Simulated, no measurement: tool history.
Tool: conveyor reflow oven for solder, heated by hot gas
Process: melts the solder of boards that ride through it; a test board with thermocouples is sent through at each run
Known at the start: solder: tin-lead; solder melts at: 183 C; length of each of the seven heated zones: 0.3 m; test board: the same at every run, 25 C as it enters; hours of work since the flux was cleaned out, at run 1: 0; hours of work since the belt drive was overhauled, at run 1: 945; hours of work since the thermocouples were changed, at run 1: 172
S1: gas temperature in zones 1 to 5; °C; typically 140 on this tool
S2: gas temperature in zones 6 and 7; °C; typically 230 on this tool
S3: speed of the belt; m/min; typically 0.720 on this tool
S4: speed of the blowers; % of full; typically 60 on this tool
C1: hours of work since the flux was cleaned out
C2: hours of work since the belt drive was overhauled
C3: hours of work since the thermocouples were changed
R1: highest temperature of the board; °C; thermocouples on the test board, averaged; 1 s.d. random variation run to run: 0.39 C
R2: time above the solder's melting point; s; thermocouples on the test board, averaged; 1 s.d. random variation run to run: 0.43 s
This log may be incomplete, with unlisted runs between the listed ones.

run,hour,S1,S2,S3,S4,C1,C2,C3,R1,R2
1,0.0,140,230,0.720,60,0,945,172,210.8,34.7
2,87.3,140,230,0.720,60,49,994,221,210.6,33.6
3,146.2,140,230,0.720,60,83,1027,255,210.4,33.4
4,219.2,140,230,0.720,60,124,1069,296,210.9,33.7
5,295.6,140,245,0.720,60,168,1112,339,223.4,40.4
6,352.2,140,245,0.720,60,200,1144,372,223.0,40.6
# hour 404.9: flux residue cleaned out of gas plates and filters
7,443.1,140,230,0.720,52,22,1193,420,207.8,31.2
8,518.3,140,230,0.720,52,64,1236,463,207.6,30.6
9,604.9,140,230,0.720,52,113,1285,512,208.1,31.7
10,685.2,140,233,0.720,60,159,1330,557,213.4,35.0
# hour 703.0: belt drive overhauled, speed set with a stopwatch
11,741.1,140,230,0.720,60,188,22,587,210.4,33.7
# hour 812.8: flux residue cleaned out of gas plates and filters
12,822.2,140,230,0.722,60,5,65,630,211.2,33.1
13,885.6,140,221,0.722,60,41,101,666,203.6,28.5
# hour 949.0: thermocouples of zones 6 and 7 changed
14,955.9,140,221,0.722,60,80,139,4,203.3,28.3
15,1005.7,140,230,0.720,60,108,168,32,211.2,33.8
16,1077.9,140,230,0.720,60,149,209,73,210.7,34.3
17,1166.5,139,234,0.820,68,199,259,123,212.5,29.3
# hour 1215.8: flux residue cleaned out of gas plates and filters
18,1218.3,140,237,0.785,60,1,285,150,213.0,32.7
19,1299.9,140,218,0.719,71,48,332,196,204.5,30.4
20,1381.9,140,230,0.841,79,94,378,243,211.6,30.1
21,1423.3,140,230,0.841,79,118,401,266,211.9,29.6
22,1483.1,140,244,0.726,87,151,435,300,231.4,43.3
23,1554.7,140,219,0.720,60,192,476,340,201.0,26.1
# hour 1620.6: flux residue cleaned out of gas plates and filters
24,1654.2,140,237,0.720,60,19,530,394,216.9,37.1
25,1746.9,148,230,0.836,60,72,582,447,208.0,27.8
26,1805.9,127,241,0.751,51,105,615,480,211.2,28.3
27,1863.4,127,241,0.798,50,138,648,513,206.6,24.4
28,1923.1,140,229,0.720,57,171,682,546,208.9,32.4
29,2009.2,134,241,0.720,57,220,731,595,217.7,36.2

Consider 5 possible next runs. They are alternatives, not a sequence: every one starts from the tool as it was left by run 29. What does each give?
# hour 2024.7: flux residue cleaned out of gas plates and filters
A,2100.6,127,231,0.720,60,43,780,644,?,?
# hour 2024.7: flux residue cleaned out of gas plates and filters
B,2100.6,134,244,0.731,57,43,780,644,?,?
# hour 2024.7: flux residue cleaned out of gas plates and filters
C,2100.6,137,238,0.608,60,43,780,644,?,?
# hour 2024.7: flux residue cleaned out of gas plates and filters
D,2100.6,153,242,0.769,60,43,780,644,?,?
# hour 2024.7: flux residue cleaned out of gas plates and filters
E,2100.6,140,230,0.720,58,43,780,644,?,?

run,R1,R2
A,209.2,29.9
B,219.7,37.0
C,222.0,47.2
D,221.7,40.2
E,211.0,33.2
Without the tool's unlogged condition, the same runs would have read:
run,R1,R2
A,209.1,29.8
B,219.6,36.9
C,221.9,47.1
D,221.6,40.1
E,210.9,33.1
